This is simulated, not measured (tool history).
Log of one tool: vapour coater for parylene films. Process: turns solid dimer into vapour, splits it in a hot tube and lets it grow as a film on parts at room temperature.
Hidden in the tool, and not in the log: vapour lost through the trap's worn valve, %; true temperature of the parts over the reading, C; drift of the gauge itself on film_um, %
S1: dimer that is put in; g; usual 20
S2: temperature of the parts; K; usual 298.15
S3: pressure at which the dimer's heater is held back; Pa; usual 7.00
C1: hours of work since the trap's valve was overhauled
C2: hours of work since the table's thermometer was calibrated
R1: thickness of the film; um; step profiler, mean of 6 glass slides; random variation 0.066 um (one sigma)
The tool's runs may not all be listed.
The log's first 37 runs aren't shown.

| run | hour | S1 | S2 | S3 | C1 | C2 | R1 |
|---|---|---|---|---|---|---|---|
| 38 | 999.7 | 24 | 307.15 | 2.55 | 68 | 136 | 10.58 |
| 39 | 1034.5 | 20 | 302.15 | 8.75 | 99 | 167 | 7.04 |
| 40 | 1067.4 | 20 | 297.15 | 8.44 | 129 | 196 | 7.83 |
| 41 | 1103.3 | 20 | 297.15 | 8.44 | 161 | 229 | 7.83 |
| 42 | 1137.9 | 10 | 306.15 | 6.40 | 192 | 260 | 3.56 |
| 43 | 1169.3 | 10 | 306.15 | 6.40 | 221 | 288 | 3.47 |
| 44 | 1201.3 | 10 | 291.15 | 6.75 | 249 | 317 | 4.61 |
| 45 | 1232.5 | 22 | 295.15 | 6.75 | 277 | 345 | 9.50 |

4 ways to go on from here, each from the tool as it stands after run 45. What would each give?
| A | 1260.0 | 15 | 307.15 | 9.05 | 302 | 370 | ? |
| B | 1260.0 | 16 | 296.15 | 7.00 | 302 | 370 | ? |
| C | 1260.0 | 15 | 295.15 | 6.75 | 302 | 370 | ? |
| D | 1260.0 | 33 | 295.15 | 3.01 | 302 | 370 | ? |

| run | R1 |
|---|---|
| A | 4.71 |
| B | 6.60 |
| C | 6.47 |
| D | 17.13 |
Without the tool's hidden state the same runs would have given:
| run | R1 |
|---|---|
| A | 4.82 |
| B | 6.76 |
| C | 6.63 |
| D | 17.55 |
